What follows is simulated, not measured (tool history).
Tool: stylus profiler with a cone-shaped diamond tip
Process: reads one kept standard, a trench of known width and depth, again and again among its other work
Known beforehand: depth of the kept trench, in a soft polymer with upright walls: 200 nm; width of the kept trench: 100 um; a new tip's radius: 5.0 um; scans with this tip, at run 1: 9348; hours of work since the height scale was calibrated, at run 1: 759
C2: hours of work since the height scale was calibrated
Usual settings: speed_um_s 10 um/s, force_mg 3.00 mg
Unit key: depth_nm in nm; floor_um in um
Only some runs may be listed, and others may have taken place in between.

run 1 day=0.000 | speed_um_s=10 force_mg=3.00 | scans_with_this_tip=9348 C2=759 | depth_nm=204.17 floor_um=95.83
run 2 day=0.667 | speed_um_s=2 force_mg=3.00 | scans_with_this_tip=9480 C2=770 | depth_nm=204.13 floor_um=95.88
run 3 day=1.325 | speed_um_s=9 force_mg=3.00 | scans_with_this_tip=9609 C2=781 | depth_nm=204.09 floor_um=95.84
run 4 day=1.888 | speed_um_s=11 force_mg=3.00 | scans_with_this_tip=9720 C2=790 | depth_nm=204.08 floor_um=95.81
run 5 day=2.350 | speed_um_s=11 force_mg=3.00 | scans_with_this_tip=9811 C2=797 | depth_nm=204.15 floor_um=95.82
run 6 day=2.846 | speed_um_s=10 force_mg=1.43 | scans_with_this_tip=9909 C2=805 | depth_nm=202.79 floor_um=95.76
run 7 day=3.550 | speed_um_s=10 force_mg=1.43 | scans_with_this_tip=10047 C2=816 | depth_nm=202.84 floor_um=95.78
run 8 day=4.038 | speed_um_s=20 force_mg=3.00 | scans_with_this_tip=10144 C2=824 | depth_nm=204.17 floor_um=95.74
run 9 day=4.512 | speed_um_s=20 force_mg=3.00 | scans_with_this_tip=10237 C2=832 | depth_nm=204.08 floor_um=95.76
run 10 day=4.933 | speed_um_s=5 force_mg=3.00 | scans_with_this_tip=10320 C2=838 | depth_nm=204.16 floor_um=95.78
run 11 day=5.617 | speed_um_s=5 force_mg=3.00 | scans_with_this_tip=10455 C2=849 | depth_nm=204.18 floor_um=95.82
run 12 day=6.312 | speed_um_s=10 force_mg=2.21 | scans_with_this_tip=10592 C2=860 | depth_nm=203.55 floor_um=95.72
run 13 day=7.071 | speed_um_s=38 force_mg=3.00 | scans_with_this_tip=10741 C2=873 | depth_nm=204.29 floor_um=95.55
run 14 day=7.942 | speed_um_s=10 force_mg=4.24 | scans_with_this_tip=10912 C2=887 | depth_nm=205.13 floor_um=95.66
run 15 day=8.412 | speed_um_s=10 force_mg=3.19 | scans_with_this_tip=11006 C2=894 | depth_nm=204.37 floor_um=95.75
run 16 day=9.038 | speed_um_s=10 force_mg=3.00 | scans_with_this_tip=11129 C2=904 | depth_nm=204.23 floor_um=95.66
run 17 day=9.817 | speed_um_s=7 force_mg=3.98 | scans_with_this_tip=11282 C2=917 | depth_nm=204.91 floor_um=95.77
run 18 day=10.196 | speed_um_s=17 force_mg=1.86 | scans_with_this_tip=11357 C2=923 | depth_nm=203.31 floor_um=95.59
run 19 day=10.858 | speed_um_s=10 force_mg=2.33 | scans_with_this_tip=11487 C2=933 | depth_nm=203.70 floor_um=95.67

Run 20, settings as shown, results not yet in. Your forecast:
run 20 day=11.379 | speed_um_s=10 force_mg=2.33 | scans_with_this_tip=11590 C2=942 | depth_nm=? floor_um=?

Run 20 measured depth_nm 203.73 nm, floor_um 95.68 um.
If the tool had no hidden condition, the same run with the same run-to-run variation would have returned depth_nm 202.97 nm, floor_um 97.19 um.
